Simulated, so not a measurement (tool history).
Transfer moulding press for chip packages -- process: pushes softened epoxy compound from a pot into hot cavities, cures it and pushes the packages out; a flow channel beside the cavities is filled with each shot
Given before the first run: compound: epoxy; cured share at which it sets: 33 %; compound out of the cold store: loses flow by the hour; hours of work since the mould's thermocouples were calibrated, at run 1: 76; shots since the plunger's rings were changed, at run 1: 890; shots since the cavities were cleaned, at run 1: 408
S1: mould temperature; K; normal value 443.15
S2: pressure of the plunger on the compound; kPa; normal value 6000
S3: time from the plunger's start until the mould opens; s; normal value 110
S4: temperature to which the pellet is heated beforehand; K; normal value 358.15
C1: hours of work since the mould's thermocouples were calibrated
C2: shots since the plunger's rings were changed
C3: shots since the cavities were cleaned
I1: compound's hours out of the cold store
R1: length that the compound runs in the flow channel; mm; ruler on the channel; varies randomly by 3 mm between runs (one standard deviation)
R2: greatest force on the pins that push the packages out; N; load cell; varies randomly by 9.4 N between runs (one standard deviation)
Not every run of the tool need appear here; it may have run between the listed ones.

| run | hour | S1 | S2 | S3 | S4 | C1 | C2 | C3 | I1 | R1 | R2 |
|---|---|---|---|---|---|---|---|---|---|---|---|
| 1 | 0.0 | 443.15 | 6000 | 110 | 358.15 | 76 | 890 | 408 | 30.3 | 759 | 448 |
| 2 | 7.2 | 443.15 | 6000 | 110 | 358.15 | 79 | 950 | 468 | 11.7 | 830 | 441 |
| 3 | 15.9 | 443.15 | 6000 | 110 | 358.15 | 83 | 1023 | 541 | 15.1 | 812 | 434 |
|  | 24.5 | cavities cleaned with cleaning compound and waxed |
| 4 | 31.4 | 443.15 | 6000 | 102 | 358.15 | 90 | 1140 | 59 | 41.5 | 721 | 451 |
| 5 | 40.9 | 443.15 | 6000 | 102 | 358.15 | 95 | 1219 | 138 | 43.8 | 717 | 446 |
| 6 | 56.3 | 439.15 | 6000 | 102 | 358.15 | 103 | 1347 | 266 | 24.7 | 792 | 587 |
| 7 | 67.6 | 443.15 | 6000 | 99 | 358.15 | 108 | 1441 | 360 | 35.1 | 736 | 463 |
| 8 | 79.2 | 443.15 | 6000 | 99 | 367.15 | 114 | 1538 | 457 | 40.7 | 720 | 450 |
| 9 | 87.3 | 443.15 | 6000 | 99 | 367.15 | 118 | 1606 | 525 | 9.8 | 833 | 498 |
|  | 97.2 | cavities cleaned with cleaning compound and waxed |
| 10 | 105.3 | 443.15 | 6000 | 99 | 367.15 | 126 | 1743 | 67 | 33.3 | 753 | 468 |
| 11 | 115.6 | 443.15 | 7420 | 110 | 358.15 | 131 | 1829 | 153 | 31.5 | 841 | 423 |
| 12 | 125.0 | 443.15 | 6000 | 110 | 358.15 | 136 | 1907 | 231 | 36.9 | 739 | 438 |
| 13 | 141.7 | 443.15 | 6000 | 110 | 358.15 | 144 | 2047 | 371 | 10.5 | 838 | 448 |
| 14 | 151.4 | 443.15 | 6000 | 110 | 358.15 | 149 | 2128 | 452 | 45.1 | 710 | 427 |
| 15 | 166.2 | 443.15 | 6000 | 110 | 352.15 | 156 | 2251 | 575 | 41.3 | 726 | 406 |
|  | 170.2 | cavities cleaned with cleaning compound and waxed |
| 16 | 183.3 | 450.15 | 6210 | 110 | 352.15 | 164 | 2381 | 109 | 16.5 | 802 | 388 |
| 17 | 199.3 | 444.15 | 6210 | 100 | 354.15 | 171 | 2515 | 243 | 31.3 | 767 | 455 |
| 18 | 211.6 | 443.15 | 6000 | 105 | 350.15 | 178 | 2617 | 345 | 45.1 | 706 | 460 |
| 19 | 222.9 | 443.15 | 6000 | 105 | 350.15 | 183 | 2712 | 440 | 43.4 | 720 | 438 |
| 20 | 232.0 | 448.15 | 6000 | 136 | 351.15 | 188 | 2787 | 515 | 17.9 | 789 | 392 |
|  | 242.8 | cavities cleaned with cleaning compound and waxed |
| 21 | 247.5 | 446.15 | 6000 | 94 | 355.15 | 194 | 2904 | 39 | 33.4 | 744 | 439 |
| 22 | 258.7 | 446.15 | 5030 | 94 | 351.15 | 200 | 2998 | 133 | 35.4 | 674 | 462 |
| 23 | 271.7 | 436.15 | 6000 | 110 | 358.15 | 206 | 3106 | 241 | 21.4 | 822 | 624 |
| 24 | 286.9 | 443.15 | 5320 | 110 | 358.15 | 214 | 3232 | 367 | 21.9 | 739 | 435 |
| 25 | 303.3 | 443.15 | 5320 | 110 | 358.15 | 222 | 3370 | 505 | 19.0 | 761 | 427 |
|  | 315.4 | cavities cleaned with cleaning compound and waxed |
| 26 | 317.6 | 444.15 | 7170 | 103 | 361.15 | 228 | 3476 | 19 | 14.1 | 895 | 434 |
| 27 | 329.2 | 443.15 | 7200 | 143 | 358.15 | 234 | 3573 | 116 | 10.2 | 922 | 398 |
| 28 | 336.5 | 443.15 | 6000 | 110 | 363.15 | 238 | 3634 | 177 | 42.4 | 717 | 433 |
| 29 | 345.9 | 443.15 | 6000 | 110 | 363.15 | 242 | 3712 | 255 | 33.1 | 756 | 439 |

Branching from run 29: 4 alternative next runs. What would each branch give?
| A | 354.4 | 443.15 | 5220 | 110 | 358.15 | 246 | 3783 | 326 | 19.7 | ? | ? |
| B | 354.4 | 443.15 | 6020 | 94 | 363.15 | 246 | 3783 | 326 | 24.3 | ? | ? |
| C | 354.4 | 443.15 | 6740 | 110 | 355.15 | 246 | 3783 | 326 | 32.9 | ? | ? |
| D | 354.4 | 443.15 | 5070 | 138 | 362.15 | 246 | 3783 | 326 | 15.2 | ? | ? |

| run | R1 | R2 |
|---|---|---|
| A | 748 | 439 |
| B | 782 | 522 |
| C | 794 | 454 |
| D | 747 | 399 |
With no hidden state in the tool, these same runs would have given:
| run | R1 | R2 |
|---|---|---|
| A | 749 | 435 |
| B | 783 | 518 |
| C | 795 | 451 |
| D | 748 | 397 |

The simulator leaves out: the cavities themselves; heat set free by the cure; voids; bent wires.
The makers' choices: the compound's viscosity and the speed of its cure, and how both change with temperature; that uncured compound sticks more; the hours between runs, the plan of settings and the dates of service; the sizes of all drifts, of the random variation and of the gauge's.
